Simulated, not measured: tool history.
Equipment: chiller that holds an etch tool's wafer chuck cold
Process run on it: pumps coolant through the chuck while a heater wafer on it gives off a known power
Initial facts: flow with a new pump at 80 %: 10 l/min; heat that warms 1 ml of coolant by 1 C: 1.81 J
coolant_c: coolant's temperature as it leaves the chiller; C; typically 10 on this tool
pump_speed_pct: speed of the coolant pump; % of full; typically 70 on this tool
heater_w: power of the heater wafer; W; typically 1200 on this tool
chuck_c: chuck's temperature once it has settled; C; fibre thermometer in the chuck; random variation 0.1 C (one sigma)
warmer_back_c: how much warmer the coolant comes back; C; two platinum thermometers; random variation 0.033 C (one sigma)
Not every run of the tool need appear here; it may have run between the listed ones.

run	day	coolant_c	pump_speed_pct	heater_w	chuck_c	warmer_back_c
1	0.000	10	70	1200	24.4	4.59
2	1.329	10	70	1200	24.8	4.57
3	3.417	10	70	1429	27.4	5.40
4	4.758	10	67	1200	25.2	4.79
5	7.079	10	67	1200	25.1	4.87
6	8.950	10	67	1200	25.0	4.86
7	10.783	10	67	1200	24.9	4.85
8	11.975	10	67	1200	24.9	4.80
9	12.992	1	67	1200	15.9	4.87
10	15.012	10	70	1200	24.6	4.61
11	16.533	2	70	1200	16.5	4.69
12	18.692	10	70	1200	24.7	4.61
13	19.842	10	70	1200	24.7	4.68
14	21.404	10	70	1200	24.4	4.66
15	22.971	10	70	1200	24.6	4.67
16	24.808	10	70	1581	29.1	6.13
17	26.554	10	70	1581	29.0	6.11
18	27.896	2	67	1200	17.0	4.93
19	29.571	3	67	1200	18.0	4.88
20	30.596	4	70	1200	18.7	4.67
21	31.792	4	64	1785	26.8	7.61
22	32.992	10	79	758	18.7	2.67
23	35.125	8	95	1185	20.0	3.40
24	36.879	2	63	784	12.1	3.53
# day 38.192: chiller's thermometer calibrated
25	38.904	1	75	1200	15.0	4.42
26	40.633	9	64	1050	22.5	4.57
27	41.879	9	64	1050	22.5	4.57
28	43.983	9	64	1050	22.2	4.58
29	46.067	3	65	1581	23.1	6.69
# day 47.271: gauge calibrated
30	48.171	2	65	908	13.4	3.74
31	49.438	2	65	908	13.6	3.73
32	51.771	11	70	1761	32.4	6.77

What would each run have given without the hidden state, its run-to-run variation left as it was?
The hidden state here: heat passed by the chuck's channels, % of clean ones'; flow at a given pump speed, % of a new pump's; coolant's true temperature over the reading, C; drift of the gauge itself on chuck_c, C; drift of the gauge itself on warmer_back_c, C.
run	warmer_back_c
1	4.59
2	4.57
3	5.38
4	4.77
5	4.85
6	4.83
7	4.81
8	4.75
9	4.83
10	4.55
11	4.62
12	4.54
13	4.61
14	4.58
15	4.58
16	6.04
17	6.01
18	4.83
19	4.77
20	4.56
21	7.49
22	2.55
23	3.27
24	3.39
25	4.28
26	4.43
27	4.41
28	4.42
29	6.52
30	3.74
31	3.72
32	6.75
chuck_c: differs from the measured result by no more than 0.1 C in any run.
